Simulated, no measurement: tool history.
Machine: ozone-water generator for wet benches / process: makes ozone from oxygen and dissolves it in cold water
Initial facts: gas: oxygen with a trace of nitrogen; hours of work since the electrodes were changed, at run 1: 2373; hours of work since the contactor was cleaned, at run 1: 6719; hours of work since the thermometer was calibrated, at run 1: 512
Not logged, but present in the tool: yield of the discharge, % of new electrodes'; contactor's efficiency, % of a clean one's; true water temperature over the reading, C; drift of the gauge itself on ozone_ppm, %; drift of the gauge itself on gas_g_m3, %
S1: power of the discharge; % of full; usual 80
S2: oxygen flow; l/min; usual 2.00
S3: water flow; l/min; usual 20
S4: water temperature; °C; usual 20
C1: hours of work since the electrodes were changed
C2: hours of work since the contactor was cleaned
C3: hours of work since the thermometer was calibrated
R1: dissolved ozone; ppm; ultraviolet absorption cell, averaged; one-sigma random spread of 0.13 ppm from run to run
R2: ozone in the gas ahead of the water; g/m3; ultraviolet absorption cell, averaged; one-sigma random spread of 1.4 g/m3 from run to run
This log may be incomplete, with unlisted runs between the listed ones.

Run 1, hour 0.0: usual settings; C1 2373; C2 6719; C3 512. Result: R1 14.5 ppm, R2 257.7 g/m3.
Run 2, hour 31.3: usual settings but S2 2.24 l/min; C1 2401; C2 6747; C3 539. Result: R1 15.0 ppm, R2 245.5 g/m3.
Run 3, hour 75.7: usual settings but S2 2.24 l/min; C1 2439; C2 6785; C3 577. Result: R1 15.1 ppm, R2 247.4 g/m3.
Run 4, hour 114.7: usual settings; C1 2473; C2 6819; C3 611. Result: R1 14.5 ppm, R2 256.6 g/m3.
Run 5, hour 179.9: usual settings; C1 2530; C2 6876; C3 668. Result: R1 14.4 ppm, R2 256.7 g/m3.
Run 6, hour 244.6: usual settings; C1 2586; C2 6932; C3 724. Result: R1 14.6 ppm, R2 257.7 g/m3.
Run 7, hour 275.0: usual settings; C1 2613; C2 6959; C3 751. Result: R1 14.5 ppm, R2 257.9 g/m3.
Run 8, hour 306.4: usual settings but S4 16 °C; C1 2640; C2 6986; C3 778. Result: R1 14.7 ppm, R2 260.5 g/m3.
Run 9, hour 348.1: usual settings but S4 16 °C; C1 2676; C2 7022; C3 814. Result: R1 14.9 ppm, R2 255.5 g/m3.
Run 10, hour 408.5: usual settings but S4 16 °C; C1 2729; C2 7075; C3 867. Result: R1 15.0 ppm, R2 261.1 g/m3.
Run 11, hour 447.6: usual settings but S4 16 °C; C1 2763; C2 7109; C3 901. Result: R1 14.8 ppm, R2 259.8 g/m3.
Run 12, hour 499.4: usual settings but S3 29 l/min; C1 2808; C2 7154; C3 946. Result: R1 9.5 ppm, R2 259.7 g/m3.
Run 13, hour 531.0: usual settings but S4 26 °C; C1 2835; C2 7181; C3 974. Result: R1 13.6 ppm, R2 260.7 g/m3.
Run 14, hour 559.6: usual settings but S1 72 % of full; C1 2860; C2 7206; C3 999. Result: R1 13.2 ppm, R2 243.8 g/m3.
Run 15, hour 604.6: usual settings but S2 1.31 l/min, S4 16 °C; C1 2899; C2 7246; C3 1038. Result: R1 12.5 ppm, R2 309.4 g/m3.
Run 16, hour 639.7: usual settings but S2 1.10 l/min, S4 26 °C; C1 2930; C2 7276; C3 1068. Result: R1 11.1 ppm, R2 330.6 g/m3.
Run 17, hour 707.8: usual settings but S2 1.10 l/min, S4 26 °C; C1 2989; C2 7335; C3 1127. Result: R1 11.0 ppm, R2 331.5 g/m3.
Run 18, hour 743.1: usual settings but S1 94 % of full, S2 1.07 l/min, S3 16 l/min, S4 14 °C; C1 3020; C2 7366; C3 1158. Result: R1 17.0 ppm, R2 376.4 g/m3.
Run 19, hour 801.9: usual settings but S1 71 % of full, S2 1.07 l/min, S3 15 l/min, S4 17 °C; C1 3071; C2 7417; C3 1209. Result: R1 14.5 ppm, R2 307.1 g/m3.
At hour 810.1: gauge calibrated.
Run 20, hour 862.7: usual settings but S2 3.19 l/min, S4 17 °C; C1 3124; C2 7470; C3 1262. Result: R1 17.3 ppm, R2 212.5 g/m3.
Run 21, hour 926.9: usual settings but S1 46 % of full, S2 3.19 l/min, S3 13 l/min, S4 17 °C; C1 3180; C2 7526; C3 1318. Result: R1 17.2 ppm, R2 145.0 g/m3.
Run 22, hour 976.3: usual settings but S1 59 % of full, S3 12 l/min; C1 3223; C2 7569; C3 1361. Result: R1 19.2 ppm, R2 206.6 g/m3.
Run 23, hour 1016.4: usual settings but S1 59 % of full, S3 12 l/min; C1 3258; C2 7604; C3 1396. Result: R1 19.2 ppm, R2 206.3 g/m3.
Run 24, hour 1049.3: usual settings but S1 57 % of full, S2 1.22 l/min, S3 21 l/min, S4 17 °C; C1 3286; C2 7633; C3 1425. Result: R1 9.0 ppm, R2 247.6 g/m3.
Run 25, hour 1084.8: usual settings but S1 57 % of full, S2 1.22 l/min, S3 21 l/min, S4 17 °C; C1 3317; C2 7663; C3 1456. Result: R1 8.9 ppm, R2 246.3 g/m3.

Below are 3 alternative next runs, each starting from the tool's condition after run 25. Predict each:
Run A, hour 1131.7: usual settings but S2 1.98 l/min; C1 3358; C2 7704; C3 1496. Result: R1 ?, R2 ?.
Run B, hour 1131.7: usual settings but S1 58 % of full, S2 1.22 l/min, S3 21 l/min, S4 25 °C; C1 3358; C2 7704; C3 1496. Result: R1 ?, R2 ?.
Run C, hour 1131.7: usual settings but S4 15 °C; C1 3358; C2 7704; C3 1496. Result: R1 ?, R2 ?.

run    R1     R2
  A  14.5  259.9
  B   8.8  250.1
  C  14.9  257.8
With the hidden condition removed and each run's random variation left untouched, the same runs would have given:
run    R1     R2
  A  14.5  257.2
  B   8.8  247.5
  C  14.9  255.1
